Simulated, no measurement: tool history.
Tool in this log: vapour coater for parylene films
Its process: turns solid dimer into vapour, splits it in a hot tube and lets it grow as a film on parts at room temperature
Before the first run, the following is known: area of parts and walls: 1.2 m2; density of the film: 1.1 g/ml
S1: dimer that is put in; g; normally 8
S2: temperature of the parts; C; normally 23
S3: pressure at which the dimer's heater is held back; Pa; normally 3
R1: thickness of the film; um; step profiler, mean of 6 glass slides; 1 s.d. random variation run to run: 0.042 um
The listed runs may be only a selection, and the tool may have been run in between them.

Run 1, hour 0: usual settings. Result: R1 4.29 um.
Run 2, hour 25.8: usual settings. Result: R1 4.22 um.
Run 3, hour 45.1: usual settings. Result: R1 4.22 um.
Run 4, hour 58: usual settings. Result: R1 4.19 um.
Run 5, hour 70.5: usual settings. Result: R1 4.16 um.
Run 6, hour 92.1: usual settings. Result: R1 4.14 um.
Run 7, hour 109.9: usual settings. Result: R1 4.15 um.
Run 8, hour 120.9: usual settings. Result: R1 4.16 um.
Run 9, hour 131.9: usual settings. Result: R1 4.12 um.
Run 10, hour 147.4: usual settings. Result: R1 4.1 um.
Run 11, hour 170.6: usual settings. Result: R1 4.15 um.
Run 12, hour 190.7: usual settings. Result: R1 4.07 um.
Run 13, hour 204: usual settings but S3 6.91 Pa. Result: R1 3.4 um.
Run 14, hour 221.6: usual settings but S3 4.45 Pa. Result: R1 4.17 um.
Run 15, hour 235.9: usual settings. Result: R1 4.55 um.
Run 16, hour 254.6: usual settings but S2 17 C. Result: R1 5.54 um.
Run 17, hour 280.6: usual settings but S1 5 g. Result: R1 2.82 um.
Run 18, hour 299.4: usual settings but S1 5 g. Result: R1 2.75 um.
Run 19, hour 317: usual settings. Result: R1 4.49 um.
Run 20, hour 333.1: usual settings. Result: R1 4.48 um.
Run 21, hour 346.4: usual settings. Result: R1 4.44 um.
Run 22, hour 358.8: usual settings. Result: R1 4.43 um.
Run 23, hour 373.8: usual settings. Result: R1 4.45 um.
Run 24, hour 393.5: usual settings but S1 9 g. Result: R1 4.98 um.
Run 25, hour 406.9: usual settings but S1 9 g. Result: R1 4.91 um.
Run 26, hour 418.1: usual settings but S1 6 g, S2 15 C, S3 2 Pa. Result: R1 4.39 um.
Run 27, hour 437.1: usual settings but S1 5 g, S2 30 C, S3 9.03 Pa. Result: R1 1.66 um.
Run 28, hour 462: usual settings but S3 4.68 Pa. Result: R1 3.92 um.
Run 29, hour 478: usual settings but S3 4.68 Pa. Result: R1 3.89 um.
Run 30, hour 497: usual settings but S1 4 g, S3 2.19 Pa. Result: R1 2.33 um.
Run 31, hour 514.4: usual settings but S1 4 g, S2 31 C, S3 3.86 Pa. Result: R1 1.54 um.
Run 32, hour 531.7: usual settings but S2 15 C. Result: R1 5.65 um.
Run 33, hour 553.6: usual settings but S2 15 C. Result: R1 5.45 um.
Run 34, hour 574.7: usual settings but S2 15 C. Result: R1 5.57 um.
Run 35, hour 590.2: usual settings but S2 15 C, S3 3.54 Pa. Result: R1 5.36 um.
Run 36, hour 609.4: usual settings but S2 18 C, S3 6.81 Pa. Result: R1 4.16 um.
Run 37, hour 621.4: usual settings but S1 3 g, S2 27 C, S3 8.97 Pa. Result: R1 1.08 um.
Run 38, hour 639.5: usual settings but S1 9 g, S3 5.54 Pa. Result: R1 4.11 um.
Run 39, hour 650.2: usual settings but S1 9 g, S3 5.54 Pa. Result: R1 4.15 um.
Run 40, hour 667.4: usual settings but S1 9 g, S3 5.54 Pa. Result: R1 4.17 um.
Run 41, hour 683.9: usual settings but S1 12 g, S2 19 C, S3 9.07 Pa. Result: R1 5.5 um.
Run 42, hour 708.8: usual settings but S1 10 g, S2 31 C, S3 2.34 Pa. Result: R1 4.27 um.
Run 43, hour 721.7: usual settings but S1 10 g, S2 31 C, S3 2.34 Pa. Result: R1 4.16 um.
Run 44, hour 740.4: usual settings but S1 10 g, S2 18 C, S3 3.81 Pa. Result: R1 5.79 um.
Run 45, hour 763.8: usual settings but S1 6 g, S2 18 C, S3 3.81 Pa. Result: R1 3.44 um.
Run 46, hour 780.8: usual settings but S1 5 g, S2 16 C, S3 3.81 Pa. Result: R1 3.02 um.
Run 47, hour 795.9: usual settings but S1 10 g, S2 16 C, S3 4.95 Pa. Result: R1 5.78 um.

Taken out of this log: 1 entry between the listed runs. Where each belongs, and how the hidden state differs across it:
Run 13 -> run 14: trap's valve overhauled (hour 214.7)
  vapour lost through the trap's worn valve, %: 10.2 -> 0.3; true temperature of the parts over the reading, C: 0.2 -> 0.21
  measured less the result without the state, R1: -0.41 -> -0.03 um
